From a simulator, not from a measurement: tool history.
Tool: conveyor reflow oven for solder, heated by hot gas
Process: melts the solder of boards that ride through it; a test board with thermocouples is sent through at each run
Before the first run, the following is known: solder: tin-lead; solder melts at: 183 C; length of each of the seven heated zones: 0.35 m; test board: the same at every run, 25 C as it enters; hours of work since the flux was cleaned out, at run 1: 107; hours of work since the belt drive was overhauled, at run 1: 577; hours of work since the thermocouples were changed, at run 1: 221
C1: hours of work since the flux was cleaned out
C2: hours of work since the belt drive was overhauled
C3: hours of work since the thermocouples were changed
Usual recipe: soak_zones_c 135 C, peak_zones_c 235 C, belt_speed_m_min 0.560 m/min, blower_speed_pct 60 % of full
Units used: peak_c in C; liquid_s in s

Run 1, day 0.000: usual settings; C1 107; C2 577; C3 221. Result: peak_c 210.6 C, liquid_s 48.4 s.
Run 2, day 1.112: usual settings; C1 127; C2 597; C3 240. Result: peak_c 210.2 C, liquid_s 48.0 s.
Run 3, day 1.838: usual settings; C1 139; C2 609; C3 253. Result: peak_c 210.3 C, liquid_s 48.1 s.
Run 4, day 3.171: usual settings but peak_zones_c 241 C; C1 162; C2 632; C3 276. Result: peak_c 214.8 C, liquid_s 52.4 s.
Run 5, day 4.079: usual settings but peak_zones_c 241 C; C1 178; C2 648; C3 291. Result: peak_c 214.6 C, liquid_s 52.2 s.
At day 4.704: flux residue cleaned out of gas plates and filters.
Run 6, day 4.975: usual settings; C1 5; C2 660; C3 303. Result: peak_c 211.5 C, liquid_s 49.8 s.
Run 7, day 5.692: usual settings but blower_speed_pct 66 % of full; C1 17; C2 672; C3 316. Result: peak_c 213.9 C, liquid_s 52.0 s.
Run 8, day 6.446: usual settings but blower_speed_pct 66 % of full; C1 30; C2 685; C3 329. Result: peak_c 214.1 C, liquid_s 52.4 s.
At day 7.696: belt drive overhauled, speed set with a stopwatch.
Run 9, day 7.696: usual settings but blower_speed_pct 84 % of full; C1 49; C2 0; C3 347. Result: peak_c 218.5 C, liquid_s 55.8 s.
Run 10, day 8.575: usual settings but blower_speed_pct 84 % of full; C1 64; C2 15; C3 363. Result: peak_c 219.0 C, liquid_s 56.1 s.
Run 11, day 9.825: usual settings but blower_speed_pct 84 % of full; C1 86; C2 37; C3 384. Result: peak_c 218.8 C, liquid_s 55.7 s.
Run 12, day 10.738: usual settings but belt_speed_m_min 0.504 m/min; C1 102; C2 53; C3 400. Result: peak_c 215.1 C, liquid_s 57.7 s.
Run 13, day 11.729: usual settings but belt_speed_m_min 0.504 m/min; C1 119; C2 70; C3 417. Result: peak_c 214.7 C, liquid_s 57.8 s.
Run 14, day 12.317: usual settings but belt_speed_m_min 0.504 m/min; C1 129; C2 80; C3 427. Result: peak_c 214.7 C, liquid_s 57.8 s.
Run 15, day 13.154: usual settings; C1 143; C2 94; C3 442. Result: peak_c 210.3 C, liquid_s 47.9 s.
Run 16, day 14.508: usual settings; C1 167; C2 118; C3 465. Result: peak_c 210.3 C, liquid_s 47.3 s.
At day 15.733: flux residue cleaned out of gas plates and filters.
Run 17, day 15.904: usual settings but soak_zones_c 148 C, belt_speed_m_min 0.521 m/min; C1 3; C2 138; C3 486. Result: peak_c 217.5 C, liquid_s 63.8 s.
Run 18, day 16.967: usual settings but soak_zones_c 148 C, peak_zones_c 242 C, belt_speed_m_min 0.454 m/min; C1 21; C2 157; C3 504. Result: peak_c 227.6 C, liquid_s 82.1 s.
Run 19, day 17.842: usual settings but soak_zones_c 140 C, peak_zones_c 228 C, belt_speed_m_min 0.570 m/min; C1 36; C2 172; C3 519. Result: peak_c 206.4 C, liquid_s 44.4 s.
Run 20, day 19.050: usual settings but belt_speed_m_min 0.632 m/min; C1 57; C2 193; C3 540. Result: peak_c 206.6 C, liquid_s 37.6 s.
Run 21, day 20.254: usual settings but belt_speed_m_min 0.632 m/min; C1 78; C2 214; C3 561. Result: peak_c 206.5 C, liquid_s 37.7 s.
Run 22, day 21.062: usual settings but belt_speed_m_min 0.632 m/min; C1 92; C2 228; C3 575. Result: peak_c 206.7 C, liquid_s 37.9 s.
Run 23, day 22.142: usual settings but soak_zones_c 133 C, belt_speed_m_min 0.555 m/min, blower_speed_pct 56 % of full; C1 111; C2 246; C3 594. Result: peak_c 209.7 C, liquid_s 46.2 s.
Run 24, day 22.925: usual settings but soak_zones_c 139 C, peak_zones_c 244 C, belt_speed_m_min 0.491 m/min, blower_speed_pct 61 % of full; C1 124; C2 260; C3 607. Result: peak_c 225.2 C, liquid_s 70.1 s.
Run 25, day 23.917: usual settings but belt_speed_m_min 0.641 m/min, blower_speed_pct 80 % of full; C1 142; C2 277; C3 625. Result: peak_c 213.2 C, liquid_s 44.2 s.
Run 26, day 24.850: usual settings but soak_zones_c 129 C, belt_speed_m_min 0.498 m/min; C1 158; C2 293; C3 641. Result: peak_c 214.6 C, liquid_s 56.2 s.
Run 27, day 25.450: usual settings but soak_zones_c 129 C, belt_speed_m_min 0.498 m/min; C1 168; C2 304; C3 651. Result: peak_c 214.5 C, liquid_s 56.7 s.
Run 28, day 26.271: usual settings but soak_zones_c 134 C, blower_speed_pct 51 % of full; C1 182; C2 318; C3 665. Result: peak_c 206.5 C, liquid_s 42.4 s.
At day 26.700: flux residue cleaned out of gas plates and filters.
Run 29, day 27.850: usual settings but soak_zones_c 134 C, blower_speed_pct 51 % of full; C1 20; C2 342; C3 689. Result: peak_c 207.8 C, liquid_s 43.9 s.
Run 30, day 29.146: usual settings but soak_zones_c 134 C, blower_speed_pct 51 % of full; C1 42; C2 364; C3 711. Result: peak_c 207.7 C, liquid_s 43.9 s.

Some steps in peak_c between neighbouring runs. How much of each would the tool show without its hidden state too (settings, what came in, random variation), and how much is left for the hidden state, with any gauge scatter that isn't in both results?
The tool's hidden condition here consists of: heat that the gas passes to the board, % of a clean oven's; belt's true speed, % of the reading; true gas temperature in zones 6 and 7 over the reading, C; drift of the gauge itself on peak_c, C; drift of the gauge itself on liquid_s, %.
Run 5 -> 6: peak_zones_c 241 -> 235, flux residue cleaned out of gas plates and filters. peak_c -3.1 C: hidden state +1.6, all else -4.7.
Run 16 -> 17: soak_zones_c 135 -> 148, belt_speed_m_min 0.560 -> 0.521, flux residue cleaned out of gas plates and filters. peak_c +7.2 C: hidden state +1.6, all else +5.6.
Run 18 -> 19: soak_zones_c 148 -> 140, peak_zones_c 242 -> 228, belt_speed_m_min 0.454 -> 0.570. peak_c -21.2 C: hidden state -0.2, all else -21.0.
Run 23 -> 24: soak_zones_c 133 -> 139, peak_zones_c 235 -> 244, belt_speed_m_min 0.555 -> 0.491, blower_speed_pct 56 -> 61. peak_c +15.5 C: hidden state +0.2, all else +15.3.
Run 24 -> 25: soak_zones_c 139 -> 135, peak_zones_c 244 -> 235, belt_speed_m_min 0.491 -> 0.641, blower_speed_pct 61 -> 80. peak_c -12.0 C: hidden state -0.5, all else -11.5.
Run 28 -> 29: flux residue cleaned out of gas plates and filters. peak_c +1.3 C: hidden state +1.2, all else +0.1.

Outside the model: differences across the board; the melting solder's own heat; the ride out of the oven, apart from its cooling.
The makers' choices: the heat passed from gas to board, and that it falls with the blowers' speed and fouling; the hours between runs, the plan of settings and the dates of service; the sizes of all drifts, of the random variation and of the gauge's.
